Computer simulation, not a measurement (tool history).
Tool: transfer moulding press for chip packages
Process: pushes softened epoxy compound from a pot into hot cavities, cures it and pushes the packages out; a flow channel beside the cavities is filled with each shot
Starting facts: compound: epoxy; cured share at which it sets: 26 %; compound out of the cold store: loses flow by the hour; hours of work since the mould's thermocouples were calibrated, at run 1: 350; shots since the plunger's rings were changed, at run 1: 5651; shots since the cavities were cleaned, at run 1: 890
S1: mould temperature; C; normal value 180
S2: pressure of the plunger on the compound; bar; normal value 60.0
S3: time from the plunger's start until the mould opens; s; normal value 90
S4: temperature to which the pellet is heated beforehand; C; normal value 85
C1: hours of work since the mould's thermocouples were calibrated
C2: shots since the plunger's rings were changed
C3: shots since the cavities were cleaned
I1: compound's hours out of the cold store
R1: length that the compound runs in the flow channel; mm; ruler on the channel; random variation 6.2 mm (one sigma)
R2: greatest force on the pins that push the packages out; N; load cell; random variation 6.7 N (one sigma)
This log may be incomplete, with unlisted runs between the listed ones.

run 1 hour=0.0 | S1=180 S2=60.0 S3=90 S4=85 | C1=350 C2=5651 C3=890 | I1=28.8 | R1=804 R2=522
-- hour=4.2 cavities cleaned with cleaning compound and waxed
-- hour=22.5 plunger's sealing rings changed
run 2 hour=43.3 | S1=180 S2=60.0 S3=90 S4=85 | C1=368 C2=188 C3=331 | I1=16.7 | R1=949 R2=411
run 3 hour=81.3 | S1=180 S2=60.0 S3=90 S4=89 | C1=384 C2=530 C3=673 | I1=18.6 | R1=928 R2=507
-- hour=111.7 cavities cleaned with cleaning compound and waxed
run 4 hour=119.2 | S1=180 S2=60.0 S3=90 S4=92 | C1=401 C2=858 C3=68 | I1=34.1 | R1=830 R2=302
run 5 hour=154.7 | S1=180 S2=49.6 S3=90 S4=92 | C1=416 C2=1179 C3=389 | I1=25.3 | R1=793 R2=425
run 6 hour=186.6 | S1=180 S2=49.6 S3=90 S4=92 | C1=430 C2=1466 C3=676 | I1=36.2 | R1=735 R2=483
run 7 hour=210.6 | S1=180 S2=49.6 S3=90 S4=92 | C1=441 C2=1682 C3=892 | I1=22.5 | R1=822 R2=561
-- hour=214.9 cavities cleaned with cleaning compound and waxed
run 8 hour=257.0 | S1=180 S2=49.6 S3=90 S4=92 | C1=461 C2=2088 C3=380 | I1=42.6 | R1=701 R2=426
run 9 hour=295.7 | S1=180 S2=49.6 S3=90 S4=92 | C1=478 C2=2437 C3=729 | I1=37.4 | R1=712 R2=515
-- hour=319.5 cavities cleaned with cleaning compound and waxed
run 10 hour=333.8 | S1=180 S2=60.0 S3=90 S4=88 | C1=494 C2=2766 C3=129 | I1=41.4 | R1=774 R2=328
run 11 hour=366.5 | S1=180 S2=60.0 S3=90 S4=88 | C1=509 C2=3061 C3=424 | I1=18.8 | R1=895 R2=445
run 12 hour=410.8 | S1=180 S2=60.0 S3=90 S4=88 | C1=528 C2=3461 C3=824 | I1=18.8 | R1=882 R2=543
-- hour=422.8 cavities cleaned with cleaning compound and waxed
run 13 hour=455.4 | S1=180 S2=60.0 S3=90 S4=88 | C1=547 C2=3850 C3=294 | I1=30.4 | R1=819 R2=408
run 14 hour=485.9 | S1=180 S2=60.0 S3=90 S4=88 | C1=561 C2=4124 C3=568 | I1=45.9 | R1=735 R2=490
run 15 hour=510.7 | S1=188 S2=59.7 S3=73 S4=86 | C1=572 C2=4348 C3=792 | I1=14.6 | R1=876 R2=514
-- hour=526.6 cavities cleaned with cleaning compound and waxed
run 16 hour=556.6 | S1=188 S2=59.7 S3=126 S4=82 | C1=592 C2=4748 C3=270 | I1=44.8 | R1=704 R2=313
run 17 hour=603.0 | S1=181 S2=59.7 S3=126 S4=82 | C1=612 C2=5167 C3=689 | I1=47.8 | R1=701 R2=404
-- hour=630.5 cavities cleaned with cleaning compound and waxed
run 18 hour=635.8 | S1=181 S2=59.7 S3=126 S4=82 | C1=626 C2=5449 C3=48 | I1=10.5 | R1=923 R2=256
-- hour=681.2 plunger's sealing rings changed
run 19 hour=681.2 | S1=179 S2=60.0 S3=126 S4=85 | C1=645 C2=0 C3=435 | I1=25.2 | R1=903 R2=391
run 20 hour=701.6 | S1=179 S2=67.3 S3=76 S4=92 | C1=654 C2=183 C3=618 | I1=16.7 | R1=1013 R2=745
-- hour=739.1 cavities cleaned with cleaning compound and waxed
run 21 hour=748.1 | S1=180 S2=50.9 S3=84 S4=85 | C1=674 C2=589 C3=80 | I1=18.6 | R1=853 R2=381
run 22 hour=775.7 | S1=180 S2=48.2 S3=105 S4=85 | C1=686 C2=839 C3=330 | I1=21.6 | R1=826 R2=364
run 23 hour=821.5 | S1=180 S2=48.2 S3=105 S4=85 | C1=707 C2=1252 C3=743 | I1=36.5 | R1=730 R2=450
-- hour=842.3 cavities cleaned with cleaning compound and waxed
run 24 hour=856.8 | S1=173 S2=60.0 S3=94 S4=85 | C1=721 C2=1556 C3=130 | I1=37.2 | R1=840 R2=468
run 25 hour=889.6 | S1=173 S2=60.0 S3=94 S4=85 | C1=736 C2=1852 C3=426 | I1=15.7 | R1=981 R2=672
run 26 hour=918.5 | S1=173 S2=60.0 S3=94 S4=85 | C1=749 C2=2112 C3=686 | I1=19.1 | R1=934 R2=774
-- hour=945.1 cavities cleaned with cleaning compound and waxed
run 27 hour=956.7 | S1=174 S2=60.0 S3=77 S4=85 | C1=765 C2=2443 C3=104 | I1=44.4 | R1=786 R2=638
run 28 hour=989.3 | S1=180 S2=60.0 S3=129 S4=85 | C1=780 C2=2738 C3=399 | I1=34.0 | R1=814 R2=349

Each row is a separate what-if for the run after 28, all from the same tool condition, not one after another. Results?
run A hour=1014.2 | S1=180 S2=67.9 S3=90 S4=85 | C1=790 C2=2962 C3=623 | I1=41.6 | R1=? R2=?
run B hour=1014.2 | S1=183 S2=60.0 S3=90 S4=85 | C1=790 C2=2962 C3=623 | I1=15.2 | R1=? R2=?
run C hour=1014.2 | S1=180 S2=60.0 S3=129 S4=80 | C1=790 C2=2962 C3=623 | I1=15.6 | R1=? R2=?
run D hour=1014.2 | S1=188 S2=51.3 S3=77 S4=85 | C1=790 C2=2962 C3=623 | I1=13.1 | R1=? R2=?

run=A R1=822 R2=501
run=B R1=920 R2=448
run=C R1=915 R2=405
run=D R1=841 R2=456
Without the tool's unlogged condition, the same runs would have read:
run=A R1=848 R2=269
run=B R1=949 R2=244
run=C R1=943 R2=229
run=D R1=868 R2=245

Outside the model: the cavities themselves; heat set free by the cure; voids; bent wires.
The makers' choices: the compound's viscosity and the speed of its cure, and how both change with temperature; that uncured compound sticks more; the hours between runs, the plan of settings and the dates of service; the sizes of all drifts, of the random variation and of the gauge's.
